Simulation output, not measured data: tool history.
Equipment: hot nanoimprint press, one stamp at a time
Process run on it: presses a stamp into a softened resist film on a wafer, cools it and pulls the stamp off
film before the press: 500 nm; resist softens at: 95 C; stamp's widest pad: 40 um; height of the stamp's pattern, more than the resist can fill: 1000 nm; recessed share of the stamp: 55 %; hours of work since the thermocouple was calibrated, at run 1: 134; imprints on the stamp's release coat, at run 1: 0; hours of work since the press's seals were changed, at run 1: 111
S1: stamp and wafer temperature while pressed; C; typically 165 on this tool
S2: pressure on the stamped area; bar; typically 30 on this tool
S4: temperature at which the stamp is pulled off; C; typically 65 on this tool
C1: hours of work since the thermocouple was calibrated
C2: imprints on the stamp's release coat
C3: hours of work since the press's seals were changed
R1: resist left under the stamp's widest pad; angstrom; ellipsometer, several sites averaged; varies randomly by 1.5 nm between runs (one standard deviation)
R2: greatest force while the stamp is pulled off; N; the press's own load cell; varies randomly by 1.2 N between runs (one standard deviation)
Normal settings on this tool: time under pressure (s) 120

run 1 hour=0 | S1=165 S2=30 time_under_pressure_(s)=120 S4=65 | C1=134 C2=0 C3=111 | R1=2428 R2=122
run 2 hour=48.8 | S1=171 S2=30 time_under_pressure_(s)=120 S4=65 | C1=167 C2=189 C3=144 | R1=1842 R2=124
-- hour=145.7 stamp cleaned and given a new release coat
run 3 hour=148.1 | S1=171 S2=30 time_under_pressure_(s)=120 S4=65 | C1=229 C2=9 C3=206 | R1=1893 R2=121
run 4 hour=203.1 | S1=171 S2=30 time_under_pressure_(s)=120 S4=65 | C1=265 C2=222 C3=242 | R1=1894 R2=128
-- hour=210.6 plate thermocouple calibrated
-- hour=292.2 stamp cleaned and given a new release coat
run 5 hour=294.8 | S1=165 S2=30 time_under_pressure_(s)=84 S4=65 | C1=52 C2=11 C3=297 | R1=2889 R2=122
run 6 hour=385.7 | S1=165 S2=30 time_under_pressure_(s)=84 S4=65 | C1=112 C2=363 C3=357 | R1=2931 R2=131
-- hour=436.2 stamp cleaned and given a new release coat
run 7 hour=436.2 | S1=165 S2=46 time_under_pressure_(s)=120 S4=65 | C1=142 C2=0 C3=387 | R1=2150 R2=124
run 8 hour=504.2 | S1=165 S2=30 time_under_pressure_(s)=149 S4=65 | C1=187 C2=264 C3=432 | R1=2451 R2=127
-- hour=579.6 stamp cleaned and given a new release coat
run 9 hour=579.6 | S1=165 S2=30 time_under_pressure_(s)=120 S4=67 | C1=233 C2=0 C3=478 | R1=2671 R2=121
run 10 hour=620 | S1=165 S2=30 time_under_pressure_(s)=120 S4=65 | C1=260 C2=157 C3=505 | R1=2684 R2=127
-- hour=637.9 plate thermocouple calibrated
run 11 hour=687.2 | S1=165 S2=30 time_under_pressure_(s)=120 S4=65 | C1=33 C2=406 C3=548 | R1=2402 R2=127
-- hour=694.4 plate thermocouple calibrated, once more
-- hour=737.2 stamp cleaned and given a new release coat
run 12 hour=777.8 | S1=165 S2=47.1 time_under_pressure_(s)=120 S4=65 | C1=51 C2=157 C3=602 | R1=1919 R2=125
run 13 hour=820 | S1=165 S2=30 time_under_pressure_(s)=120 S4=65 | C1=79 C2=320 C3=630 | R1=2373 R2=128
run 14 hour=861.5 | S1=165 S2=43.3 time_under_pressure_(s)=120 S4=65 | C1=107 C2=481 C3=657 | R1=2013 R2=130
-- hour=886 stamp cleaned and given a new release coat
run 15 hour=935.9 | S1=165 S2=43.3 time_under_pressure_(s)=120 S4=65 | C1=152 C2=193 C3=703 | R1=2043 R2=126
run 16 hour=990.9 | S1=165 S2=43.3 time_under_pressure_(s)=120 S4=65 | C1=189 C2=406 C3=739 | R1=2060 R2=131
-- hour=1034 stamp cleaned and given a new release coat
run 17 hour=1088 | S1=165 S2=25.3 time_under_pressure_(s)=120 S4=68 | C1=249 C2=209 C3=799 | R1=2644 R2=121
-- hour=1119 plate thermocouple calibrated
run 18 hour=1140.4 | S1=165 S2=25.3 time_under_pressure_(s)=120 S4=68 | C1=14 C2=400 C3=832 | R1=2577 R2=125
-- hour=1181 stamp cleaned and given a new release coat
run 19 hour=1195.8 | S1=173 S2=30 time_under_pressure_(s)=157 S4=55 | C1=47 C2=58 C3=865 | R1=1510 R2=132
run 20 hour=1243.7 | S1=173 S2=30 time_under_pressure_(s)=157 S4=55 | C1=79 C2=243 C3=897 | R1=1505 R2=136
-- hour=1275.3 press's hydraulic seals changed and the load cell set to zero
-- hour=1338.5 stamp cleaned and given a new release coat
run 21 hour=1338.5 | S1=165 S2=22.8 time_under_pressure_(s)=167 S4=55 | C1=132 C2=0 C3=38 | R1=2404 R2=131
run 22 hour=1404.4 | S1=159 S2=22.8 time_under_pressure_(s)=183 S4=56 | C1=176 C2=255 C3=82 | R1=3062 R2=134
-- hour=1486.4 stamp cleaned and given a new release coat
run 23 hour=1498.9 | S1=172 S2=46.4 time_under_pressure_(s)=163 S4=56 | C1=235 C2=48 C3=140 | R1=1255 R2=133
-- hour=1556.4 plate thermocouple calibrated
run 24 hour=1561.6 | S1=163 S2=38.5 time_under_pressure_(s)=163 S4=56 | C1=4 C2=280 C3=180 | R1=2076 R2=136
run 25 hour=1604.1 | S1=163 S2=25.6 time_under_pressure_(s)=163 S4=56 | C1=32 C2=444 C3=208 | R1=2491 R2=141
-- hour=1639.3 stamp cleaned and given a new release coat
run 26 hour=1665.6 | S1=172 S2=35 time_under_pressure_(s)=111 S4=56 | C1=69 C2=102 C3=245 | R1=1671 R2=133
run 27 hour=1732.9 | S1=172 S2=35 time_under_pressure_(s)=93 S4=61 | C1=113 C2=362 C3=290 | R1=1797 R2=134
-- hour=1788.1 stamp cleaned and given a new release coat
run 28 hour=1817.3 | S1=174 S2=35 time_under_pressure_(s)=116 S4=61 | C1=165 C2=113 C3=342 | R1=1541 R2=126

How the hidden state differs across the entries between the runs, from the last listed run before each to the first after it:
Run 2 -> run 3: stamp cleaned and given a new release coat (hour 145.7)
  true temperature over the reading, C: -0.71 -> -0.97; pressure that arrives at the usual setting, %: 99.82 -> 99.55; grip of the stamp's worn release coat, % over a new coat's: 3.1 -> 0.1
  difference, measured minus the result without the unlogged condition, R1: +60 -> +85 angstrom; R2: +4 -> +1 N
Run 4 -> run 5: plate thermocouple calibrated (hour 210.6); stamp cleaned and given a new release coat (hour 292.2)
  true temperature over the reading, C: -1.13 -> -1.8; pressure that arrives at the usual setting, %: 99.37 -> 99.1; grip of the stamp's worn release coat, % over a new coat's: 3.7 -> 0.2
  difference, measured minus the result without the unlogged condition, R1: +99 -> +216 angstrom; R2: +6 -> +2 N
Run 6 -> run 7: stamp cleaned and given a new release coat (hour 436.2)
  true temperature over the reading, C: -2.06 -> -2.19; pressure that arrives at the usual setting, %: 98.8 -> 98.66; grip of the stamp's worn release coat, % over a new coat's: 6 -> 0
  difference, measured minus the result without the unlogged condition, R1: +250 -> +235 angstrom; R2: +10 -> +2 N
Run 8 -> run 9: stamp cleaned and given a new release coat (hour 579.6)
  true temperature over the reading, C: -2.37 -> -2.55; pressure that arrives at the usual setting, %: 98.44 -> 98.23; grip of the stamp's worn release coat, % over a new coat's: 4.4 -> 0
  difference, measured minus the result without the unlogged condition, R1: +269 -> +305 angstrom; R2: +8 -> +3 N
Run 10 -> run 11: plate thermocouple calibrated (hour 637.9)
  true temperature over the reading, C: -2.66 -> -0.21; pressure that arrives at the usual setting, %: 98.11 -> 97.91; grip of the stamp's worn release coat, % over a new coat's: 2.6 -> 6.7
  difference, measured minus the result without the unlogged condition, R1: +318 -> +46 angstrom; R2: +6 -> +8 N
Run 11 -> run 12: plate thermocouple calibrated, once more (hour 694.4); stamp cleaned and given a new release coat (hour 737.2)
  true temperature over the reading, C: -0.21 -> 0.16; pressure that arrives at the usual setting, %: 97.91 -> 97.65; grip of the stamp's worn release coat, % over a new coat's: 6.7 -> 2.6
  difference, measured minus the result without the unlogged condition, R1: +46 -> +21 angstrom; R2: +8 -> +3 N
Run 14 -> run 15: stamp cleaned and given a new release coat (hour 886)
  true temperature over the reading, C: -0.05 -> -0.24; pressure that arrives at the usual setting, %: 97.39 -> 97.16; grip of the stamp's worn release coat, % over a new coat's: 8 -> 3.2
  difference, measured minus the result without the unlogged condition, R1: +43 -> +66 angstrom; R2: +9 -> +4 N
Run 16 -> run 17: stamp cleaned and given a new release coat (hour 1034)
  true temperature over the reading, C: -0.39 -> -0.65; pressure that arrives at the usual setting, %: 96.97 -> 96.69; grip of the stamp's worn release coat, % over a new coat's: 6.7 -> 3.5
  difference, measured minus the result without the unlogged condition, R1: +82 -> +104 angstrom; R2: +9 -> +4 N
Run 17 -> run 18: plate thermocouple calibrated (hour 1119)
  true temperature over the reading, C: -0.65 -> 0.09; pressure that arrives at the usual setting, %: 96.69 -> 96.53; grip of the stamp's worn release coat, % over a new coat's: 3.5 -> 6.6
  difference, measured minus the result without the unlogged condition, R1: +104 -> +24 angstrom; R2: +4 -> +7 N
Run 18 -> run 19: stamp cleaned and given a new release coat (hour 1181)
  true temperature over the reading, C: 0.09 -> -0.05; pressure that arrives at the usual setting, %: 96.53 -> 96.37; grip of the stamp's worn release coat, % over a new coat's: 6.6 -> 1
  difference, measured minus the result without the unlogged condition, R1: +24 -> +32 angstrom; R2: +7 -> +2 N
Run 20 -> run 21: press's hydraulic seals changed and the load cell set to zero (hour 1275.3); stamp cleaned and given a new release coat (hour 1338.5)
  true temperature over the reading, C: -0.16 -> -0.4; pressure that arrives at the usual setting, %: 96.21 -> 100.01; grip of the stamp's worn release coat, % over a new coat's: 4 -> 0
  difference, measured minus the result without the unlogged condition, R1: +41 -> +42 angstrom; R2: +5 -> +0 N
Run 22 -> run 23: stamp cleaned and given a new release coat (hour 1486.4)
  true temperature over the reading, C: -0.57 -> -0.81; pressure that arrives at the usual setting, %: 99.79 -> 99.49; grip of the stamp's worn release coat, % over a new coat's: 4.2 -> 0.8
  difference, measured minus the result without the unlogged condition, R1: +73 -> +52 angstrom; R2: +6 -> +2 N
Run 23 -> run 24: plate thermocouple calibrated (hour 1556.4)
  true temperature over the reading, C: -0.81 -> -0.06; pressure that arrives at the usual setting, %: 99.49 -> 99.31; grip of the stamp's worn release coat, % over a new coat's: 0.8 -> 4.6
  difference, measured minus the result without the unlogged condition, R1: +52 -> +15 angstrom; R2: +2 -> +6 N
Run 25 -> run 26: stamp cleaned and given a new release coat (hour 1639.3)
  true temperature over the reading, C: -0.18 -> -0.32; pressure that arrives at the usual setting, %: 99.16 -> 99; grip of the stamp's worn release coat, % over a new coat's: 7.4 -> 1.7
  difference, measured minus the result without the unlogged condition, R1: +27 -> +34 angstrom; R2: +10 -> +3 N
Run 27 -> run 28: stamp cleaned and given a new release coat (hour 1788.1)
  true temperature over the reading, C: -0.5 -> -0.72; pressure that arrives at the usual setting, %: 98.78 -> 98.52; grip of the stamp's worn release coat, % over a new coat's: 6 -> 1.9
  difference, measured minus the result without the unlogged condition, R1: +52 -> +62 angstrom; R2: +8 -> +4 N

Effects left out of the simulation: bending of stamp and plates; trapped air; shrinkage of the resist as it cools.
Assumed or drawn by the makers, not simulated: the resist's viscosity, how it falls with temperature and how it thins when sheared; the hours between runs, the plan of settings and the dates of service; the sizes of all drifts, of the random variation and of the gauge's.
